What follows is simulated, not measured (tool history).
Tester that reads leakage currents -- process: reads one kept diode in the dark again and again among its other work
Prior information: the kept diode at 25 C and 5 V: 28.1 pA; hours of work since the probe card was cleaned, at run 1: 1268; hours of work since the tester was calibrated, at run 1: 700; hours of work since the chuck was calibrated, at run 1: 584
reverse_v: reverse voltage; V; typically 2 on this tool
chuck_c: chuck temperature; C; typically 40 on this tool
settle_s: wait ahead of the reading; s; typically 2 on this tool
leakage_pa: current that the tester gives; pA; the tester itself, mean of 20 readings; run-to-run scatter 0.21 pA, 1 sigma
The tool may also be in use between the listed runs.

run   hour  reverse_v  chuck_c  settle_s  hours of work since the probe card was cleaned  hours of work since the tester was calibrated  hours of work since the chuck was calibrated  leakage_pa
  1      0          2       40         2                                            1268                                            700                                           584       69.34
  2   30.8          2       40         2                                            1290                                            721                                           606        69.4
  3   58.3       4.81       40         2                                            1309                                            741                                           625       96.92
  4   79.6       4.81       40         2                                            1324                                            756                                           640       97.39
  5     98          2       40      5.39                                            1337                                            768                                           653       69.13
  6  130.1          2       27         2                                            1359                                            791                                           675        26.1
  7  165.7          2       40         2                                            1384                                            816                                           700       69.83
  8  181.7       3.34       40         2                                            1395                                            827                                           711       84.47
  9  199.1       3.34       40         2                                            1408                                            839                                           724       84.96
 10  236.6       3.34       40         2                                            1434                                            866                                           750       84.78
 11  264.7       1.99       31      7.12                                            1454                                            885                                           770       35.64
 12  300.3      13.31       21      0.84                                            1479                                            910                                           794          44
 13  322.4      13.31       21      0.84                                            1494                                            926                                           810       44.13
 14  359.7      13.31       21      0.84                                            1520                                            952                                           836       44.52
 15  395.5       3.95       21      0.84                                            1545                                            977                                           861        23.6

Pick out some run-to-run changes in leakage_pa. Of each, how much would a tool without hidden state show as well, from the settings, what came in and chance, and how much is left for the hidden state and any gauge scatter not in both results compared?
Unlogged tool condition in this case: stray current of the dirty probe card, pA a volt; current scale over the true one, %; true chuck temperature over the reading, C; drift of the gauge itself on leakage_pa, %.
Run 10 -> 11: reverse_v 3.34 -> 1.99, chuck_c 40 -> 31, settle_s 2 -> 7.12. leakage_pa -49.14 pA: hidden state -2.22, all else -46.92.
Run 11 -> 12: reverse_v 1.99 -> 13.31, chuck_c 31 -> 21, settle_s 7.12 -> 0.84. leakage_pa +8.36 pA: hidden state +8.84, all else -0.48.
